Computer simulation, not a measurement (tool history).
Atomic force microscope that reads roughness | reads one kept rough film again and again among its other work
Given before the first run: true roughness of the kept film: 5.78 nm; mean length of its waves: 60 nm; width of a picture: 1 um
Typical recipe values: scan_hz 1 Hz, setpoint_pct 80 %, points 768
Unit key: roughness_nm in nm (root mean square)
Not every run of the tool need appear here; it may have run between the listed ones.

Run 1, hour 0: usual settings. Result: roughness_nm 4.942 nm (root mean square).
At hour 23: new tip fitted.
Run 2, hour 56.7: usual settings. Result: roughness_nm 4.976 nm (root mean square).
At hour 93.2: new tip fitted.
Run 3, hour 131.4: usual settings but setpoint_pct 67 %. Result: roughness_nm 5.144 nm (root mean square).
At hour 162.7: new tip fitted.
Run 4, hour 195.5: usual settings but setpoint_pct 67 %. Result: roughness_nm 5.212 nm (root mean square).
At hour 231.3: new tip fitted.
Run 5, hour 247.6: usual settings but setpoint_pct 67 %. Result: roughness_nm 5.317 nm (root mean square).
Run 6, hour 298.1: usual settings but scan_hz 2.16 Hz. Result: roughness_nm 4.534 nm (root mean square).
At hour 304.3: new tip fitted.
Run 7, hour 346.7: usual settings but scan_hz 2.16 Hz. Result: roughness_nm 4.732 nm (root mean square).
At hour 375.2: new tip fitted.
Run 8, hour 414.3: usual settings but scan_hz 2.16 Hz. Result: roughness_nm 4.702 nm (root mean square).
At hour 446.5: new tip fitted.
Run 9, hour 448.9: usual settings but scan_hz 2.16 Hz. Result: roughness_nm 4.94 nm (root mean square).
Run 10, hour 500.1: usual settings but scan_hz 1.3 Hz. Result: roughness_nm 4.876 nm (root mean square).
At hour 518: new tip fitted.
Run 11, hour 540.6: usual settings but setpoint_pct 60 %. Result: roughness_nm 5.354 nm (root mean square).
At hour 587: new tip fitted.
Run 12, hour 619: usual settings but setpoint_pct 60 %. Result: roughness_nm 5.304 nm (root mean square).
At hour 658.1: new tip fitted.
Run 13, hour 658.1: usual settings but setpoint_pct 60 %, points 479. Result: roughness_nm 5.528 nm (root mean square).
At hour 732.8: new tip fitted.
Run 14, hour 733.5: usual settings. Result: roughness_nm 5.309 nm (root mean square).
Run 15, hour 782.5: usual settings. Result: roughness_nm 4.954 nm (root mean square).
At hour 802.2: new tip fitted.
Run 16, hour 826.3: usual settings. Result: roughness_nm 5.132 nm (root mean square).
At hour 832.8: height scale calibrated on a step standard.
Run 17, hour 865.3: usual settings but setpoint_pct 65 %, points 280. Result: roughness_nm 5.014 nm (root mean square).
At hour 876.6: new tip fitted.
Run 18, hour 901.6: usual settings but setpoint_pct 65 %, points 280. Result: roughness_nm 5.299 nm (root mean square).
Run 19, hour 939.6: usual settings but scan_hz 3.9 Hz, setpoint_pct 57 %, points 482. Result: roughness_nm 4.834 nm (root mean square).
At hour 945.1: new tip fitted.
Run 20, hour 1002: usual settings but scan_hz 3.87 Hz, setpoint_pct 78 %, points 522. Result: roughness_nm 4.297 nm (root mean square).
At hour 1014.4: new tip fitted.
Run 21, hour 1052.3: usual settings but scan_hz 1.79 Hz, points 570. Result: roughness_nm 4.854 nm (root mean square).
At hour 1086.3: new tip fitted.
Run 22, hour 1124.1: usual settings but scan_hz 1.66 Hz, setpoint_pct 72 %, points 430. Result: roughness_nm 5.026 nm (root mean square).
At hour 1154.6: height scale calibrated on a step standard, once more.
At hour 1158.4: new tip fitted.
Run 23, hour 1182.3: usual settings but scan_hz 0.52 Hz. Result: roughness_nm 5.231 nm (root mean square).
At hour 1227.8: new tip fitted.
Run 24, hour 1239.4: usual settings but scan_hz 0.74 Hz, setpoint_pct 68 %, points 445. Result: roughness_nm 5.344 nm (root mean square).
Run 25, hour 1271.5: usual settings but scan_hz 2.63 Hz, setpoint_pct 89 %, points 330. Result: roughness_nm 4.208 nm (root mean square).
At hour 1296.2: new tip fitted.
Run 26, hour 1317.1: usual settings but scan_hz 2.63 Hz, setpoint_pct 89 %, points 330. Result: roughness_nm 4.318 nm (root mean square).
At hour 1365.9: new tip fitted.
Run 27, hour 1392: usual settings but scan_hz 0.53 Hz, setpoint_pct 78 %, points 311. Result: roughness_nm 5.192 nm (root mean square).

Below are 4 alternative next runs, each starting from the tool's condition after run 27. Predict each:
Run A, hour 1432.3: usual settings but setpoint_pct 90 %. Result: roughness_nm ?.
Run B, hour 1432.3: usual settings but scan_hz 1.42 Hz, setpoint_pct 69 %, points 307. Result: roughness_nm ?.
Run C, hour 1432.3: usual settings but setpoint_pct 65 %. Result: roughness_nm ?.
Run D, hour 1432.3: usual settings but setpoint_pct 73 %, points 528. Result: roughness_nm ?.

run  roughness_nm
  A         4.654
  B         4.816
  C         4.939
  D         4.885
What these runs would have given with no unlogged condition in the tool:
run  roughness_nm
  A         5.131
  B          5.31
  C         5.446
  D         5.387
